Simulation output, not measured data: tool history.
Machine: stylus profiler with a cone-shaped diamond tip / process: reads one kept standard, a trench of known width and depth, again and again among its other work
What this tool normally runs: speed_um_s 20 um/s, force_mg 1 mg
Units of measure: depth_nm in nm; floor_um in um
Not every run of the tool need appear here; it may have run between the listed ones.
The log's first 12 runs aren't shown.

run,hour,speed_um_s,force_mg,depth_nm,floor_um
13,1031,19,1,1007.51,12.97
# hour 1049.1: height scale calibrated on a step standard
14,1095.4,20,1,1008.27,12.87
15,1168.2,20,1,1008.53,12.93
16,1215.5,20,1,1008.63,12.93
17,1302.6,20,1.31,1009.8,12.92
18,1352.2,7,0.52,1007.64,12.95
19,1415.1,7,0.52,1007.14,12.94
20,1509.8,12,0.55,1007.38,12.88
21,1565.2,12,0.55,1007,12.77
# hour 1570.9: height scale calibrated on a step standard, once more
22,1669.4,6,0.55,1003.42,12.83
23,1767.8,6,0.55,1003.09,12.89
24,1845.4,41,2.11,1007.96,12.64

What does the tool deliver on the next run?
25,1931.4,41,2.11,?,?

depth_nm: 1007.66 nm
floor_um: 12.62 um
Take away the tool's hidden state, keep the run-to-run variation as it was, and the same run would have given depth_nm 1007.47 nm, floor_um 13.76 um.

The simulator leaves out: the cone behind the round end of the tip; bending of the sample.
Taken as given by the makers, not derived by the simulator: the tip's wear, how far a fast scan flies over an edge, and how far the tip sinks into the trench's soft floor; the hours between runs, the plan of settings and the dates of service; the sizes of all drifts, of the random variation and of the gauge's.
